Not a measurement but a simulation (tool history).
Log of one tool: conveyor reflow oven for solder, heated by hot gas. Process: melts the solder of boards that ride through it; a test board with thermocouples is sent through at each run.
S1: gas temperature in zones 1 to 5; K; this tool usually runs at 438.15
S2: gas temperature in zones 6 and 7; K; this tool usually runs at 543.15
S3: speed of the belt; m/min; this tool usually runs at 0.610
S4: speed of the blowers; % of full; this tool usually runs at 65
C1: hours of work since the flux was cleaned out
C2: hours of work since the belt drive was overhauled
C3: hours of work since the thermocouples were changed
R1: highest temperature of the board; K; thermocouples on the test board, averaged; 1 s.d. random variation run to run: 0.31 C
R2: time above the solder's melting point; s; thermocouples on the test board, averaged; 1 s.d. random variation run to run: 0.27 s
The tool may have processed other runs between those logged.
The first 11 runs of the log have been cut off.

| run | hour | S1 | S2 | S3 | S4 | C1 | C2 | C3 | R1 | R2 |
|---|---|---|---|---|---|---|---|---|---|---|
| 12 | 184.8 | 438.15 | 557.15 | 0.727 | 65 | 227 | 411 | 250 | 525.45 | 39.9 |
| 13 | 206.9 | 438.15 | 557.15 | 0.727 | 65 | 239 | 422 | 262 | 525.75 | 39.1 |
| 14 | 228.7 | 438.15 | 557.15 | 0.727 | 65 | 250 | 433 | 273 | 525.35 | 39.5 |
|  | 247.2 | flux residue cleaned out of gas plates and filters |
| 15 | 258.2 | 438.15 | 557.15 | 0.727 | 65 | 6 | 446 | 286 | 528.05 | 41.5 |
| 16 | 271.5 | 438.15 | 557.15 | 0.727 | 65 | 12 | 453 | 292 | 528.85 | 40.8 |
| 17 | 293.7 | 438.15 | 543.15 | 0.591 | 65 | 24 | 464 | 304 | 524.95 | 50.5 |
| 18 | 304.0 | 438.15 | 543.15 | 0.543 | 71 | 29 | 470 | 309 | 529.55 | 59.7 |
| 19 | 318.9 | 438.15 | 543.15 | 0.543 | 71 | 37 | 477 | 317 | 530.45 | 59.5 |
| 20 | 336.5 | 438.15 | 542.15 | 0.627 | 65 | 46 | 486 | 326 | 522.15 | 44.6 |
| 21 | 358.4 | 438.15 | 542.15 | 0.627 | 65 | 57 | 497 | 337 | 522.35 | 44.9 |
| 22 | 375.5 | 438.15 | 536.15 | 0.610 | 65 | 66 | 506 | 346 | 517.75 | 42.9 |
| 23 | 389.9 | 449.15 | 536.15 | 0.614 | 65 | 73 | 514 | 353 | 519.45 | 47.7 |
| 24 | 407.9 | 428.15 | 543.15 | 0.610 | 51 | 83 | 523 | 362 | 514.85 | 35.9 |
| 25 | 426.6 | 428.15 | 543.15 | 0.610 | 51 | 92 | 533 | 372 | 514.35 | 35.8 |
| 26 | 440.9 | 448.15 | 540.15 | 0.610 | 65 | 99 | 540 | 379 | 523.35 | 50.5 |
| 27 | 464.7 | 448.15 | 540.15 | 0.610 | 65 | 112 | 552 | 392 | 522.95 | 50.9 |
| 28 | 486.1 | 434.15 | 534.15 | 0.569 | 62 | 123 | 563 | 403 | 516.05 | 43.7 |
| 29 | 502.7 | 438.15 | 536.15 | 0.721 | 62 | 131 | 572 | 411 | 509.55 | 27.5 |
| 30 | 514.4 | 438.15 | 536.15 | 0.721 | 62 | 137 | 578 | 417 | 509.45 | 27.6 |

4 options for the next run, each taken on its own from the tool as it stands now. Forecast them:
| A | 538.3 | 436.15 | 532.15 | 0.592 | 62 | 149 | 590 | 429 | ? | ? |
| B | 538.3 | 438.15 | 543.15 | 0.657 | 90 | 149 | 590 | 429 | ? | ? |
| C | 538.3 | 438.15 | 536.15 | 0.597 | 72 | 149 | 590 | 429 | ? | ? |
| D | 538.3 | 438.15 | 533.15 | 0.704 | 65 | 149 | 590 | 429 | ? | ? |

| run | R1 | R2 |
|---|---|---|
| A | 512.75 | 39.3 |
| B | 528.45 | 48.4 |
| C | 520.55 | 46.5 |
| D | 509.35 | 29.2 |
Take away the tool's hidden state, keep each run's random variation, and the runs would have read:
| run | R1 | R2 |
|---|---|---|
| A | 512.85 | 39.0 |
| B | 528.95 | 48.2 |
| C | 520.75 | 46.3 |
| D | 509.65 | 29.3 |
